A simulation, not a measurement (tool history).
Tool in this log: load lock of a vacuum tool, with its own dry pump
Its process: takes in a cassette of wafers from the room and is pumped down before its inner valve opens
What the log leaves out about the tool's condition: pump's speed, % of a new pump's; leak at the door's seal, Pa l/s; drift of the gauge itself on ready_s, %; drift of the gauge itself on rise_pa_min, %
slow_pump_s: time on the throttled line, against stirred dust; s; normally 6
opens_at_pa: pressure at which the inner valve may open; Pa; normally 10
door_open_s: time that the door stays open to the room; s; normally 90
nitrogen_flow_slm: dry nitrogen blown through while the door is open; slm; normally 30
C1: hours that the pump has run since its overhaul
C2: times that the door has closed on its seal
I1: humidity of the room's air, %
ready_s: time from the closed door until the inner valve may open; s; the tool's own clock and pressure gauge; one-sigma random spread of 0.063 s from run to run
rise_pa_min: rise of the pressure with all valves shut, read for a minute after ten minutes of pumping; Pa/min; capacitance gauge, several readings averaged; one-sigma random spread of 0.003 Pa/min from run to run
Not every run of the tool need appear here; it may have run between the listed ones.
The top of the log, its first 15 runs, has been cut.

run 16 day=42.588 | slow_pump_s=7 opens_at_pa=10 door_open_s=90 nitrogen_flow_slm=30 | C1=4706 C2=24800 | I1=49.7 | ready_s=17.42 rise_pa_min=0.216
run 17 day=46.508 | slow_pump_s=7 opens_at_pa=10 door_open_s=90 nitrogen_flow_slm=30 | C1=4800 C2=25123 | I1=43.1 | ready_s=17.42 rise_pa_min=0.218
run 18 day=50.192 | slow_pump_s=7 opens_at_pa=10 door_open_s=90 nitrogen_flow_slm=30 | C1=4889 C2=25428 | I1=46.4 | ready_s=17.42 rise_pa_min=0.221
run 19 day=53.596 | slow_pump_s=6 opens_at_pa=10 door_open_s=162 nitrogen_flow_slm=30 | C1=4970 C2=25709 | I1=46.1 | ready_s=16.69 rise_pa_min=0.233
run 20 day=56.879 | slow_pump_s=6 opens_at_pa=8 door_open_s=90 nitrogen_flow_slm=30 | C1=5049 C2=25980 | I1=44.1 | ready_s=17.06 rise_pa_min=0.226
run 21 day=58.917 | slow_pump_s=6 opens_at_pa=14 door_open_s=90 nitrogen_flow_slm=30 | C1=5098 C2=26148 | I1=48.1 | ready_s=16.22 rise_pa_min=0.237
run 22 day=62.888 | slow_pump_s=6 opens_at_pa=14 door_open_s=90 nitrogen_flow_slm=30 | C1=5193 C2=26476 | I1=44.1 | ready_s=16.25 rise_pa_min=0.238
run 23 day=65.162 | slow_pump_s=6 opens_at_pa=14 door_open_s=90 nitrogen_flow_slm=14 | C1=5248 C2=26664 | I1=42.8 | ready_s=16.29 rise_pa_min=0.242
run 24 day=67.938 | slow_pump_s=6 opens_at_pa=17 door_open_s=32 nitrogen_flow_slm=44 | C1=5315 C2=26893 | I1=46.1 | ready_s=15.86 rise_pa_min=0.227
run 25 day=69.812 | slow_pump_s=6 opens_at_pa=17 door_open_s=32 nitrogen_flow_slm=44 | C1=5360 C2=27048 | I1=46.9 | ready_s=15.9 rise_pa_min=0.229
run 26 day=71.967 | slow_pump_s=6 opens_at_pa=10 door_open_s=130 nitrogen_flow_slm=15 | C1=5411 C2=27226 | I1=46 | ready_s=16.72 rise_pa_min=0.268
run 27 day=74.071 | slow_pump_s=6 opens_at_pa=17 door_open_s=90 nitrogen_flow_slm=30 | C1=5462 C2=27400 | I1=48.5 | ready_s=15.99 rise_pa_min=0.252
run 28 day=76.679 | slow_pump_s=6 opens_at_pa=11 door_open_s=109 nitrogen_flow_slm=30 | C1=5524 C2=27615 | I1=45.4 | ready_s=16.53 rise_pa_min=0.251
run 29 day=79.858 | slow_pump_s=6 opens_at_pa=10 door_open_s=28 nitrogen_flow_slm=45 | C1=5601 C2=27877 | I1=44.8 | ready_s=16.63 rise_pa_min=0.235
run 30 day=82.854 | slow_pump_s=6 opens_at_pa=10 door_open_s=28 nitrogen_flow_slm=45 | C1=5673 C2=28125 | I1=44.9 | ready_s=16.74 rise_pa_min=0.24
run 31 day=85.312 | slow_pump_s=7 opens_at_pa=8 door_open_s=29 nitrogen_flow_slm=19 | C1=5732 C2=28328 | I1=47.1 | ready_s=17.84 rise_pa_min=0.258
run 32 day=88.95 | slow_pump_s=6 opens_at_pa=8 door_open_s=90 nitrogen_flow_slm=7 | C1=5819 C2=28628 | I1=46.7 | ready_s=16.97 rise_pa_min=0.286
run 33 day=91.804 | slow_pump_s=11 opens_at_pa=8 door_open_s=169 nitrogen_flow_slm=7 | C1=5887 C2=28864 | I1=48.8 | ready_s=20.61 rise_pa_min=0.31
run 34 day=94.325 | slow_pump_s=11 opens_at_pa=8 door_open_s=169 nitrogen_flow_slm=7 | C1=5948 C2=29072 | I1=44.1 | ready_s=20.67 rise_pa_min=0.301
run 35 day=96.304 | slow_pump_s=6 opens_at_pa=20 door_open_s=26 nitrogen_flow_slm=42 | C1=5995 C2=29235 | I1=46.7 | ready_s=15.84 rise_pa_min=0.252
run 36 day=99.858 | slow_pump_s=6 opens_at_pa=10 door_open_s=28 nitrogen_flow_slm=9 | C1=6081 C2=29529 | I1=41.8 | ready_s=16.79 rise_pa_min=0.272

What if the next run were any one of these 5? Each begins from the tool's condition after run 36:
run A day=102.775 | slow_pump_s=6 opens_at_pa=11 door_open_s=143 nitrogen_flow_slm=9 | C1=6151 C2=29770 | I1=41.8 | ready_s=? rise_pa_min=?
run B day=102.775 | slow_pump_s=4 opens_at_pa=10 door_open_s=28 nitrogen_flow_slm=10 | C1=6151 C2=29770 | I1=46.1 | ready_s=? rise_pa_min=?
run C day=102.775 | slow_pump_s=3 opens_at_pa=18 door_open_s=92 nitrogen_flow_slm=9 | C1=6151 C2=29770 | I1=44.9 | ready_s=? rise_pa_min=?
run D day=102.775 | slow_pump_s=5 opens_at_pa=10 door_open_s=90 nitrogen_flow_slm=30 | C1=6151 C2=29770 | I1=45.3 | ready_s=? rise_pa_min=?
run E day=102.775 | slow_pump_s=4 opens_at_pa=10 door_open_s=28 nitrogen_flow_slm=8 | C1=6151 C2=29770 | I1=46.5 | ready_s=? rise_pa_min=?

run=A ready_s=16.55 rise_pa_min=0.298
run=B ready_s=15.38 rise_pa_min=0.277
run=C ready_s=13.83 rise_pa_min=0.299
run=D ready_s=15.88 rise_pa_min=0.28
run=E ready_s=15.29 rise_pa_min=0.284
Had the tool no hidden state, the same runs would have come out as:
run=A ready_s=16.11 rise_pa_min=0.067
run=B ready_s=14.92 rise_pa_min=0.043
run=C ready_s=13.39 rise_pa_min=0.062
run=D ready_s=15.43 rise_pa_min=0.045
run=E ready_s=14.83 rise_pa_min=0.048

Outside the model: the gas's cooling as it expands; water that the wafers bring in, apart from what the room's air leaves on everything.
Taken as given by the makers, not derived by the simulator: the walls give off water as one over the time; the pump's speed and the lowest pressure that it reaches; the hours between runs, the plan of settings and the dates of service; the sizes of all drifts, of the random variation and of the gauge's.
